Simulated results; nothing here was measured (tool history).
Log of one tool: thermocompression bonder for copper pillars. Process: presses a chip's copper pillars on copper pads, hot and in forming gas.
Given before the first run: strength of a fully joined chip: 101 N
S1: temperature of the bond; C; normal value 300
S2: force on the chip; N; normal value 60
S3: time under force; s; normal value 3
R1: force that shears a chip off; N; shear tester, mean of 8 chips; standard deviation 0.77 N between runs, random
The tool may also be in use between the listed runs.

run,hour,S1,S2,S3,R1
1,0.0,300,60,3,60.7
2,14.6,300,60,3,59.5
3,26.9,300,38,3,38.5
4,39.7,300,38,3,37.9
5,51.1,300,38,3,38.0
6,61.0,300,60,7,71.8
7,75.4,300,60,7,72.8
8,95.2,300,60,7,70.9
9,108.4,300,60,7,68.8
# hour 110.6: forming gas filter changed
10,119.2,300,60,7,79.9
11,132.4,300,60,3,62.5
12,142.3,300,60,3,62.2
13,151.5,300,60,3,60.9
14,165.7,300,60,3,62.6
15,178.4,300,60,3,60.9
16,193.0,300,88,3,76.9
17,214.1,297,60,3,56.1
18,228.7,297,60,3,56.1
19,247.4,297,60,3,55.0
20,262.9,297,60,3,55.7
21,279.3,297,60,3,56.3
# hour 288.0: forming gas filter changed
22,299.3,297,60,3,60.3
23,316.6,300,72,3,71.9
24,337.3,300,60,4,66.0
25,348.1,300,60,4,65.9
26,360.2,300,60,4,66.7
27,376.0,308,69,4,75.2
28,387.3,294,60,4,61.9
29,399.8,300,60,6,71.6
30,408.4,288,57,2,43.5
# hour 424.2: heater calibrated with a thermocouple chip
31,424.2,288,57,2,37.2
32,442.3,288,37,2,23.4
33,450.9,307,46,3,44.3
34,463.6,307,46,3,43.9
# hour 467.1: forming gas filter changed
35,473.8,300,43,3,41.4

Run 36, settings as shown, results not yet in. Your forecast:
36,494.2,320,41,6,?

R1: 63.4 N
On a tool with no hidden condition, and with the same random variation, this run would have come out at R1 66.3 N.
